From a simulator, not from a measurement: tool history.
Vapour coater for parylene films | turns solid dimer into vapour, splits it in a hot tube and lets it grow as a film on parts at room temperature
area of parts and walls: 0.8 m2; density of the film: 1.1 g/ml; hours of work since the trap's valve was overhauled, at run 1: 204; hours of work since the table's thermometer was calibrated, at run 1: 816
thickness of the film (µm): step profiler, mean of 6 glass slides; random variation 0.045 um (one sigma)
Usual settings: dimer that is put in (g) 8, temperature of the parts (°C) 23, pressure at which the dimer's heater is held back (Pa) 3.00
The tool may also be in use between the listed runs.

run,hour,dimer that is put in (g),temperature of the parts (°C),pressure at which the dimer's heater is held back (Pa),hours of work since the trap's valve was overhauled,hours of work since the table's thermometer was calibrated,thickness of the film (µm)
1,0.0,8,23,3.00,204,816,5.61
2,26.6,5,23,3.00,221,833,3.51
3,49.1,5,23,3.00,235,847,3.45
4,70.8,8,23,3.00,249,861,5.54
5,96.1,8,23,3.00,265,877,5.53
6,119.9,8,23,3.00,280,892,5.56
7,147.9,8,23,3.00,298,910,5.55
8,183.0,8,23,3.00,320,932,5.56
9,205.1,8,23,3.00,334,946,5.44
10,236.0,8,23,3.00,353,965,5.45
11,272.7,8,23,3.00,376,989,5.46
12,294.5,8,23,9.12,390,1002,5.07
13,334.3,8,23,9.12,415,1027,4.95
14,374.9,8,23,9.12,441,1053,4.97
15,399.2,8,23,9.12,456,1068,4.94
16,434.2,8,23,9.12,478,1090,4.95
# hour 460.7: trap's valve overhauled
17,464.9,13,23,3.00,3,1107,9.45
18,490.6,13,23,3.00,19,1124,9.51
19,530.5,4,23,8.88,44,1149,2.68
20,561.2,12,23,4.90,63,1168,8.43
21,587.3,4,21,3.68,80,1185,2.98
22,621.1,4,21,3.68,101,1206,2.94
23,666.3,4,21,4.93,130,1234,2.85
24,687.0,4,19,6.99,143,1247,2.85
25,725.5,13,25,4.85,167,1272,8.74
26,773.3,13,25,4.85,197,1302,8.65
27,820.9,13,25,4.85,227,1332,8.62
28,850.2,13,25,4.85,246,1350,8.60
29,896.3,6,17,9.16,275,1380,4.24
30,932.2,6,17,9.16,298,1402,4.23
31,969.9,4,19,6.89,321,1426,2.83
32,995.7,4,19,6.89,338,1442,2.79

Hidden state at the last listed run before each entry between runs and at the first one after, where it differs:
Between runs 16 and 17: trap's valve overhauled (hour 460.7)
  vapour lost through the trap's worn valve, %: 9.8 -> 0.3; true temperature of the parts over the reading, C: -0.64 -> -0.65
  measured less the result without the state, thickness of the film (µm): -0.48 -> +0.06

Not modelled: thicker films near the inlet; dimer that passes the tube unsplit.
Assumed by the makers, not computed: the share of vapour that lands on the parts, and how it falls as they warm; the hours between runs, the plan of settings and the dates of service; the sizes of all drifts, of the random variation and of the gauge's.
